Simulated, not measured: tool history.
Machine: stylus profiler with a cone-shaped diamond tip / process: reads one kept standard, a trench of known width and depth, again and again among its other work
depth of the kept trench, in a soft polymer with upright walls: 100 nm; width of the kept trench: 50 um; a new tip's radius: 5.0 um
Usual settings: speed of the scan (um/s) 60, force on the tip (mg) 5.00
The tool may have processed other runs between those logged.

run	hour	speed of the scan (um/s)	force on the tip (mg)	depth of the trench (angstrom)	width of the trench's floor (um)
1	0.0	60	5.00	1010.5	47.68
2	44.0	60	5.00	1010.8	47.65
3	79.4	60	5.00	1011.0	47.60
4	101.9	60	5.00	1010.7	47.62
5	126.8	60	5.00	1011.1	47.65
6	164.8	60	5.00	1010.9	47.65
7	187.4	60	5.00	1011.1	47.58
8	227.5	60	5.00	1011.1	47.60
9	257.5	60	5.00	1010.8	47.63
10	284.7	60	5.00	1010.6	47.68
11	315.8	60	5.00	1010.8	47.54
12	359.1	60	5.00	1011.2	47.58
13	386.8	60	5.00	1011.2	47.60
14	422.2	60	5.00	1011.1	47.59
15	457.4	60	5.00	1011.2	47.60
16	498.8	60	5.00	1011.3	47.63
17	531.8	60	5.00	1011.5	47.54
18	572.7	41	10.21	1017.3	47.67
19	615.5	26	13.98	1021.4	47.69
20	637.2	26	13.98	1021.6	47.67
21	672.3	28	2.73	1008.4	47.67
22	716.1	44	2.20	1007.6	47.59
23	733.7	20	3.66	1009.7	47.67
24	753.6	20	3.66	1009.9	47.69
# hour 768.7: height scale calibrated on a step standard
25	775.8	20	3.66	1008.1	47.66
26	807.5	120	5.00	1010.5	47.39
27	838.2	60	4.41	1009.2	47.54
28	864.5	18	4.41	1009.3	47.64
29	890.9	25	1.81	1005.3	47.56
30	913.1	52	10.22	1016.7	47.61
31	953.6	34	3.93	1008.4	47.54

Branching from run 31: 5 alternative next runs. What would each branch give?
A	992.0	30	6.86	?	?
B	992.0	36	2.01	?	?
C	992.0	20	1.94	?	?
D	992.0	50	2.44	?	?
E	992.0	168	5.00	?	?

run	depth of the trench (angstrom)	width of the trench's floor (um)
A	1012.5	47.58
B	1005.7	47.53
C	1005.6	47.59
D	1006.1	47.46
E	1010.2	47.24
With the hidden condition removed and each run's random variation left untouched, the same runs would have given:
run	depth of the trench (angstrom)	width of the trench's floor (um)
A	1012.2	47.91
B	1005.4	47.87
C	1005.3	47.92
D	1005.8	47.79
E	1009.9	47.58

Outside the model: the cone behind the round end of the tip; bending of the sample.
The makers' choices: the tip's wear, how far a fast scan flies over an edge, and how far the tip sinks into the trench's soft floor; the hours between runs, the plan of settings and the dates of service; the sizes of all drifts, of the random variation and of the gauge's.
